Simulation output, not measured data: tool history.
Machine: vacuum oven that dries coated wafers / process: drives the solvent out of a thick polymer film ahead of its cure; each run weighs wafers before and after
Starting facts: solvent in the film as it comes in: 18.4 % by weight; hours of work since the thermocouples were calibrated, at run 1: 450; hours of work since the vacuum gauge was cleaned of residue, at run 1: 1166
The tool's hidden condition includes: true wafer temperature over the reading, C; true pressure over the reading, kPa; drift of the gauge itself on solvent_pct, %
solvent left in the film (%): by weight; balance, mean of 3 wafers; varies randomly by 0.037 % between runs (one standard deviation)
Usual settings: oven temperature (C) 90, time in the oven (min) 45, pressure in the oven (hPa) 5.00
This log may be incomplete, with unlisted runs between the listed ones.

run    hour  oven temperature (C)  time in the oven (min)  pressure in the oven (hPa)  hours of work since the thermocouples were calibrated  hours of work since the vacuum gauge was cleaned of residue  solvent left in the film (%)
  1     0.0                    90                      45                        5.00                                                    450                                                         1166                          4.56
  2    83.1                    90                      45                        5.00                                                    495                                                         1211                          4.55
  3   164.1                   101                      45                        5.00                                                    539                                                         1254                          1.94
  4   212.9                   101                      45                        5.00                                                    565                                                         1281                          1.92
  5   252.3                    90                      45                        5.00                                                    587                                                         1302                          4.60
  6   325.3                    84                      45                        5.00                                                    626                                                         1342                          6.43
  7   371.2                    84                      45                        5.00                                                    651                                                         1367                          6.39
  8   440.8                    84                      45                        5.00                                                    689                                                         1404                          6.42
  9   506.6                    84                      45                        5.00                                                    724                                                         1440                          6.50
 10   553.4                    84                      45                        5.00                                                    750                                                         1465                          6.46
 11   611.8                    90                      45                        5.00                                                    781                                                         1497                          4.60
 12   689.5                    90                      45                        5.00                                                    823                                                         1539                          4.59
 13   755.3                    93                      45                        5.00                                                    859                                                         1574                          3.72
 14   826.0                    90                      45                        6.87                                                    897                                                         1613                          4.96
 15   893.0                    90                      39                        6.87                                                    933                                                         1649                          5.64
 16   964.5                    90                      39                        6.87                                                    972                                                         1688                          5.61
 17  1048.8                    90                      39                        6.87                                                   1018                                                         1733                          5.65
 18  1116.2                    90                      56                        5.00                                                   1054                                                         1770                          3.61
 19  1162.3                    90                      56                        5.00                                                   1079                                                         1795                          3.59
 20  1218.2                    90                      56                        3.60                                                   1109                                                         1825                          3.39
 21  1281.4                    90                      45                        5.00                                                   1144                                                         1859                          4.67
 22  1357.9                    90                      45                        5.00                                                   1185                                                         1901                          4.60
 23  1391.7                    90                      45                        5.00                                                   1203                                                         1919                          4.59
 24  1430.8                    90                      45                        5.00                                                   1225                                                         1940                          4.58
 25  1505.1                    92                      69                        3.15                                                   1265                                                         1980                          1.98
 26  1575.7                    92                      69                        3.15                                                   1303                                                         2019                          2.01
 27  1650.5                    94                      57                        6.92                                                   1344                                                         2059                          2.90
 28  1707.8                    94                      57                        6.92                                                   1375                                                         2090                          2.86
 29  1747.0                    91                      45                        4.13                                                   1396                                                         2111                          4.14
 30  1814.0                    91                      64                        4.13                                                   1432                                                         2148                          2.69
     1829.2  -- oven's thermocouples calibrated
     1830.7  -- vacuum gauge cleaned of residue and calibrated
 31  1860.9                   105                      22                       14.44                                                     16                                                           16                          4.90
 32  1915.5                   105                      22                       14.44                                                     46                                                           46                          4.88
 33  1955.8                    90                      45                       12.44                                                     68                                                           68                          5.82
 34  2035.2                    95                      60                        3.35                                                    111                                                          111                          1.92
 35  2077.9                    95                      60                        3.35                                                    134                                                          134                          1.87
 36  2135.0                    93                      60                        4.31                                                    165                                                          165                          2.43
 37  2206.8                    90                      45                        2.86                                                    204                                                          204                          4.20
 38  2250.9                    79                      46                        7.78                                                    227                                                          227                          8.40
 39  2284.8                    99                      47                       15.67                                                    246                                                          246                          3.74
 40  2344.2                    98                      51                        2.73                                                    278                                                          278                          1.82
 41  2428.1                    90                      45                        2.68                                                    323                                                          323                          4.20
 42  2512.1                    90                      45                        2.68                                                    369                                                          369                          4.18
 43  2585.4                    90                      45                        2.68                                                    409                                                          409                          4.26

Forecast each of these 5 alternatives for the next run:
  A  2631.4                    90                      72                        2.83                                                    433                                                          433                             ?
  B  2631.4                    90                      45                        4.79                                                    433                                                          433                             ?
  C  2631.4                    78                      69                       13.31                                                    433                                                          433                             ?
  D  2631.4                   104                      24                        5.00                                                    433                                                          433                             ?
  E  2631.4                    84                      45                        5.00                                                    433                                                          433                             ?

run  solvent left in the film (%)
  A                          2.18
  B                          4.59
  C                          8.47
  D                          3.80
  E                          6.47
With the hidden condition removed and each run's random variation left untouched, the same runs would have given:
run  solvent left in the film (%)
  A                          2.18
  B                          4.59
  C                          8.47
  D                          3.80
  E                          6.47
